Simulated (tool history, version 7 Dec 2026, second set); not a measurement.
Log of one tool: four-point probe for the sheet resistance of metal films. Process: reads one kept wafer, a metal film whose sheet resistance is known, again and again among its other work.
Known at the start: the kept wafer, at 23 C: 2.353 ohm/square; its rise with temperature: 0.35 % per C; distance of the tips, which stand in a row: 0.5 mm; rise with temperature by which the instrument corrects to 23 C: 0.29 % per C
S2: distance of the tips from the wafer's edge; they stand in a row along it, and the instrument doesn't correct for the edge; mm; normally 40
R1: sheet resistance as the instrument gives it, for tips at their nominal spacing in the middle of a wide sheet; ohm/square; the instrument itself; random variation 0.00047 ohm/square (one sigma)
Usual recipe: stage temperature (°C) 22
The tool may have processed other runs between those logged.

run 1 hour=0.0 | stage_temperature_(°C)=22 S2=40 | R1=2.348356
run 2 hour=34.4 | stage_temperature_(°C)=22 S2=40 | R1=2.349998
run 3 hour=53.0 | stage_temperature_(°C)=22 S2=40 | R1=2.349759
run 4 hour=87.6 | stage_temperature_(°C)=22 S2=40 | R1=2.349847
run 5 hour=101.8 | stage_temperature_(°C)=22 S2=40 | R1=2.349803
run 6 hour=121.6 | stage_temperature_(°C)=22 S2=40 | R1=2.349600
run 7 hour=152.9 | stage_temperature_(°C)=22 S2=4 | R1=2.368732
run 8 hour=185.2 | stage_temperature_(°C)=22 S2=4 | R1=2.369412
run 9 hour=210.3 | stage_temperature_(°C)=22 S2=40 | R1=2.348761
run 10 hour=228.3 | stage_temperature_(°C)=22 S2=40 | R1=2.348701
run 11 hour=247.9 | stage_temperature_(°C)=22 S2=40 | R1=2.349051
-- hour=250.0 stage's thermometer calibrated
run 12 hour=281.4 | stage_temperature_(°C)=22 S2=40 | R1=2.349155
run 13 hour=310.3 | stage_temperature_(°C)=20 S2=35 | R1=2.346594
run 14 hour=327.6 | stage_temperature_(°C)=20 S2=35 | R1=2.345577
run 15 hour=342.2 | stage_temperature_(°C)=20 S2=35 | R1=2.346229
run 16 hour=370.9 | stage_temperature_(°C)=20 S2=8 | R1=2.351033
run 17 hour=390.5 | stage_temperature_(°C)=22 S2=3 | R1=2.382692
-- hour=409.6 stage's thermometer calibrated, once more
run 18 hour=411.0 | stage_temperature_(°C)=32 S2=24 | R1=2.360646
run 19 hour=439.0 | stage_temperature_(°C)=32 S2=61 | R1=2.360772
run 20 hour=455.4 | stage_temperature_(°C)=34 S2=59 | R1=2.363172
run 21 hour=474.0 | stage_temperature_(°C)=34 S2=59 | R1=2.362533
run 22 hour=489.0 | stage_temperature_(°C)=26 S2=5 | R1=2.365325
run 23 hour=507.2 | stage_temperature_(°C)=22 S2=5 | R1=2.360397

Consider 3 possible next runs. They are alternatives, not a sequence: every one starts from the tool as it was left by run 23. What does each give?
run A hour=529.3 | stage_temperature_(°C)=28 S2=40 | R1=?
run B hour=529.3 | stage_temperature_(°C)=21 S2=40 | R1=?
run C hour=529.3 | stage_temperature_(°C)=34 S2=14 | R1=?

run=A R1=2.354175
run=B R1=2.346501
run=C R1=2.364055
What these runs would have given with no unlogged condition in the tool:
run=A R1=2.358289
run=B R1=2.350583
run=C R1=2.368201

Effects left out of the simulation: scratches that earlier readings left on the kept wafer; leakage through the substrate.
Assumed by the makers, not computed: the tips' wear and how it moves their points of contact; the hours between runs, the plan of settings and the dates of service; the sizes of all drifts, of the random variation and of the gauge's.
